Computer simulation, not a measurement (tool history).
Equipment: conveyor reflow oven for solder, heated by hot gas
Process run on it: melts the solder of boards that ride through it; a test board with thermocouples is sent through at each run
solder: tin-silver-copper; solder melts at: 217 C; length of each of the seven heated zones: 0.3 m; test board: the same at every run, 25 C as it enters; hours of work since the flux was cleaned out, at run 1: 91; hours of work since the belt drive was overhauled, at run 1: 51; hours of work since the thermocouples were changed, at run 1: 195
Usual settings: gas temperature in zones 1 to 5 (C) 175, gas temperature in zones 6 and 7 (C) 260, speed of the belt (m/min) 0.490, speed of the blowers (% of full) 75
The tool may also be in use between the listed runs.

| run | hour | gas temperature in zones 1 to 5 (C) | gas temperature in zones 6 and 7 (C) | speed of the belt (m/min) | speed of the blowers (% of full) | hours of work since the flux was cleaned out | hours of work since the belt drive was overhauled | hours of work since the thermocouples were changed | highest temperature of the board (C) | time above the solder's melting point (s) |
|---|---|---|---|---|---|---|---|---|---|---|
| 1 | 0.0 | 175 | 260 | 0.490 | 75 | 91 | 51 | 195 | 252.66 | 58.1 |
| 2 | 8.6 | 162 | 260 | 0.490 | 75 | 96 | 56 | 200 | 251.23 | 53.5 |
| 3 | 24.2 | 179 | 260 | 0.490 | 75 | 105 | 66 | 209 | 253.01 | 59.9 |
| 4 | 32.6 | 175 | 260 | 0.490 | 75 | 110 | 70 | 214 | 252.62 | 58.2 |
| 5 | 48.9 | 175 | 260 | 0.490 | 75 | 119 | 80 | 224 | 252.53 | 58.2 |
| 6 | 56.7 | 175 | 260 | 0.490 | 75 | 124 | 84 | 228 | 252.65 | 58.3 |
| 7 | 64.1 | 175 | 260 | 0.490 | 75 | 128 | 89 | 233 | 252.52 | 58.4 |
| 8 | 74.4 | 175 | 260 | 0.490 | 75 | 134 | 95 | 239 | 252.54 | 58.0 |
| 9 | 90.8 | 175 | 260 | 0.490 | 52 | 144 | 104 | 248 | 249.09 | 54.5 |
| 10 | 106.8 | 175 | 260 | 0.490 | 52 | 153 | 114 | 258 | 249.15 | 54.6 |
| 11 | 120.0 | 175 | 260 | 0.490 | 75 | 161 | 121 | 265 | 252.57 | 58.1 |
| 12 | 135.0 | 175 | 260 | 0.490 | 75 | 170 | 130 | 274 | 252.54 | 58.4 |
| 13 | 146.4 | 175 | 250 | 0.490 | 75 | 176 | 137 | 281 | 243.18 | 51.8 |
| 14 | 161.9 | 175 | 260 | 0.423 | 75 | 185 | 146 | 290 | 255.20 | 70.3 |
| 15 | 173.0 | 175 | 260 | 0.490 | 75 | 192 | 152 | 296 | 252.57 | 57.9 |
| 16 | 187.2 | 180 | 254 | 0.478 | 75 | 200 | 161 | 305 | 247.91 | 58.5 |
| 17 | 197.5 | 180 | 254 | 0.478 | 75 | 206 | 167 | 311 | 247.85 | 58.6 |
| 18 | 209.7 | 180 | 254 | 0.478 | 75 | 213 | 174 | 318 | 247.81 | 58.7 |
| 19 | 217.8 | 173 | 260 | 0.413 | 78 | 218 | 179 | 323 | 255.75 | 71.9 |
| 20 | 234.5 | 176 | 254 | 0.449 | 56 | 228 | 188 | 332 | 246.22 | 59.0 |
| 21 | 247.6 | 186 | 262 | 0.482 | 64 | 235 | 196 | 340 | 254.58 | 64.4 |
| 22 | 257.5 | 186 | 262 | 0.482 | 73 | 241 | 202 | 346 | 255.55 | 64.9 |
| 23 | 274.0 | 183 | 262 | 0.482 | 87 | 251 | 211 | 355 | 256.66 | 64.6 |
| 24 | 283.5 | 183 | 262 | 0.482 | 87 | 256 | 217 | 361 | 256.61 | 64.7 |
| 25 | 297.1 | 182 | 255 | 0.409 | 57 | 264 | 225 | 369 | 249.76 | 71.7 |
| 26 | 310.8 | 175 | 260 | 0.503 | 75 | 272 | 233 | 377 | 251.93 | 56.4 |
| 27 | 322.6 | 160 | 249 | 0.490 | 52 | 279 | 240 | 384 | 236.83 | 38.7 |
| 28 | 331.3 | 160 | 249 | 0.490 | 52 | 284 | 245 | 389 | 236.79 | 39.0 |
| 29 | 341.5 | 177 | 260 | 0.554 | 61 | 290 | 251 | 395 | 247.80 | 47.4 |
| 30 | 353.2 | 177 | 259 | 0.554 | 61 | 297 | 258 | 402 | 246.88 | 46.9 |

For some of the steps in highest temperature of the board (C) from one run to the next: how much would appear even if the tool had no hidden state, given the settings, what came in and random variation, and how much remains for the hidden state plus any gauge scatter that the measured result and the result without hidden state don't share?
Hidden state at play: heat that the gas passes to the board, % of a clean oven's; belt's true speed, % of the reading; true gas temperature in zones 6 and 7 over the reading, C; drift of the gauge itself on peak_c, C; drift of the gauge itself on liquid_s, %.
Run 13 -> 14: gas temperature in zones 6 and 7 (C) 250 -> 260, speed of the belt (m/min) 0.490 -> 0.423. highest temperature of the board (C) +12.02: hidden state +0.08, all else +11.94.
Run 14 -> 15: speed of the belt (m/min) 0.423 -> 0.490. highest temperature of the board (C) -2.63: hidden state -0.11, all else -2.52.
Run 24 -> 25: gas temperature in zones 1 to 5 (C) 183 -> 182, gas temperature in zones 6 and 7 (C) 262 -> 255, speed of the belt (m/min) 0.482 -> 0.409, speed of the blowers (% of full) 87 -> 57. highest temperature of the board (C) -6.85: hidden state +0.19, all else -7.04.
Run 25 -> 26: gas temperature in zones 1 to 5 (C) 182 -> 175, gas temperature in zones 6 and 7 (C) 255 -> 260, speed of the belt (m/min) 0.409 -> 0.503, speed of the blowers (% of full) 57 -> 75. highest temperature of the board (C) +2.17: hidden state -0.30, all else +2.47.
Run 26 -> 27: gas temperature in zones 1 to 5 (C) 175 -> 160, gas temperature in zones 6 and 7 (C) 260 -> 249, speed of the belt (m/min) 0.503 -> 0.490, speed of the blowers (% of full) 75 -> 52. highest temperature of the board (C) -15.10: hidden state +0.04, all else -15.14.
Run 28 -> 29: gas temperature in zones 1 to 5 (C) 160 -> 177, gas temperature in zones 6 and 7 (C) 249 -> 260, speed of the belt (m/min) 0.490 -> 0.554, speed of the blowers (% of full) 52 -> 61. highest temperature of the board (C) +11.01: hidden state -0.11, all else +11.12.
